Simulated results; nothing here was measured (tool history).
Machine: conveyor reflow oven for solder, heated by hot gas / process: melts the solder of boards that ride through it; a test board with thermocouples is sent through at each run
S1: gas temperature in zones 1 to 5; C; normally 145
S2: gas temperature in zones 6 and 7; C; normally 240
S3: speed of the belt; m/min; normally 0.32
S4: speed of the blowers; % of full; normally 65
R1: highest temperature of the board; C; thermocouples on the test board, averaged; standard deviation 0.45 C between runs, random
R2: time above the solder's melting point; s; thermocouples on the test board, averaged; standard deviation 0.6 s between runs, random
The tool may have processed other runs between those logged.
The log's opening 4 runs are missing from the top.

Run 5, hour 49: usual settings but S2 255 C. Result: R1 237.5 C, R2 106.9 s.
Run 6, hour 65.6: usual settings but S3 0.36 m/min. Result: R1 220.1 C, R2 80.9 s.
Run 7, hour 77.9: usual settings but S3 0.301 m/min. Result: R1 226 C, R2 104.5 s.
Run 8, hour 85.5: usual settings but S3 0.301 m/min. Result: R1 225.7 C, R2 103.6 s.
At hour 94.7: flux residue cleaned out of gas plates and filters.
Run 9, hour 101.6: usual settings. Result: R1 225.6 C, R2 97.5 s.
Run 10, hour 117.1: usual settings but S1 154 C. Result: R1 226.9 C, R2 103.3 s.
Run 11, hour 125.8: usual settings but S1 154 C. Result: R1 227.1 C, R2 104.8 s.
Run 12, hour 134.8: usual settings but S1 154 C. Result: R1 227.4 C, R2 103.2 s.
Run 13, hour 146.6: usual settings. Result: R1 225.2 C, R2 97.3 s.
Run 14, hour 159.2: usual settings. Result: R1 225.9 C, R2 95.7 s.
Run 15, hour 166.6: usual settings. Result: R1 226.1 C, R2 96 s.
Run 16, hour 180.4: usual settings but S2 253 C, S3 0.261 m/min, S4 73 % of full. Result: R1 244.5 C, R2 134.3 s.
Run 17, hour 197.9: usual settings but S2 253 C, S3 0.261 m/min, S4 80 % of full. Result: R1 245.3 C, R2 134.5 s.
Run 18, hour 210.8: usual settings but S2 246 C, S3 0.356 m/min, S4 80 % of full. Result: R1 229.9 C, R2 90.5 s.
Run 19, hour 226.2: usual settings but S2 228 C, S3 0.341 m/min. Result: R1 213.1 C, R2 78.5 s.
Run 20, hour 244.2: usual settings but S2 228 C, S3 0.341 m/min. Result: R1 212.5 C, R2 77.7 s.

What will run 21 give?
Run 21, hour 259.6: usual settings but S4 78 % of full. Result: R1 ?, R2 ?.

{"run 21": {"R1": 227.9, "R2": 99.9}}
With the hidden condition absent and the run-to-run variation left alone, this run would have shown R1 226.4 C, R2 97.7 s.

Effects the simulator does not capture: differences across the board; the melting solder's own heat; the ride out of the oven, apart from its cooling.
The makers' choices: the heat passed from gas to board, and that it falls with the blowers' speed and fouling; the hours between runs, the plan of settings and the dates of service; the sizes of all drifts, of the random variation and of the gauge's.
